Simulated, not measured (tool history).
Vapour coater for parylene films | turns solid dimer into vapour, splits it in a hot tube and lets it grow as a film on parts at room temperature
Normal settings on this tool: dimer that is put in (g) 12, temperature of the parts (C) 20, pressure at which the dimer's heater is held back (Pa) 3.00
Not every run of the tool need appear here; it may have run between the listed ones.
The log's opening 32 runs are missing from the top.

| run | hour | dimer that is put in (g) | temperature of the parts (C) | pressure at which the dimer's heater is held back (Pa) | hours of work since the trap's valve was overhauled | hours of work since the table's thermometer was calibrated | thickness of the film (nm) |
|---|---|---|---|---|---|---|---|
| 33 | 754.3 | 6 | 16 | 3.07 | 178 | 1214 | 1710 |
| 34 | 770.9 | 6 | 16 | 3.07 | 190 | 1226 | 1730 |
| 35 | 801.7 | 6 | 13 | 3.07 | 213 | 1249 | 1730 |
| 36 | 821.7 | 6 | 13 | 3.07 | 228 | 1264 | 1700 |
| 37 | 854.1 | 10 | 20 | 6.60 | 252 | 1288 | 2080 |
| 38 | 870.6 | 10 | 20 | 6.60 | 264 | 1300 | 2080 |
| 39 | 901.8 | 6 | 20 | 6.60 | 287 | 1324 | 1230 |
| 40 | 918.2 | 16 | 27 | 7.01 | 299 | 1336 | 2290 |
| 41 | 941.7 | 16 | 13 | 4.42 | 317 | 1353 | 4450 |
| 42 | 968.0 | 12 | 20 | 6.22 | 336 | 1373 | 2490 |
| 43 | 994.4 | 20 | 20 | 2.08 | 356 | 1392 | 5210 |
| 44 | 1026.8 | 7 | 21 | 11.13 | 380 | 1416 | 1220 |
| 45 | 1041.6 | 7 | 21 | 11.13 | 391 | 1427 | 1190 |
| 46 | 1071.7 | 7 | 21 | 11.13 | 413 | 1449 | 1180 |

Branching from run 46: 4 alternative next runs. What would each branch give?
| A | 1104.6 | 7 | 21 | 6.89 | 437 | 1474 | ? |
| B | 1104.6 | 15 | 27 | 3.38 | 437 | 1474 | ? |
| C | 1104.6 | 5 | 12 | 3.00 | 437 | 1474 | ? |
| D | 1104.6 | 7 | 15 | 3.31 | 437 | 1474 | ? |

| run | thickness of the film (nm) |
|---|---|
| A | 1320 |
| B | 2400 |
| C | 1350 |
| D | 1880 |
Had the tool no hidden state, the same runs would have come out as:
| run | thickness of the film (nm) |
|---|---|
| A | 1360 |
| B | 2460 |
| C | 1500 |
| D | 2080 |
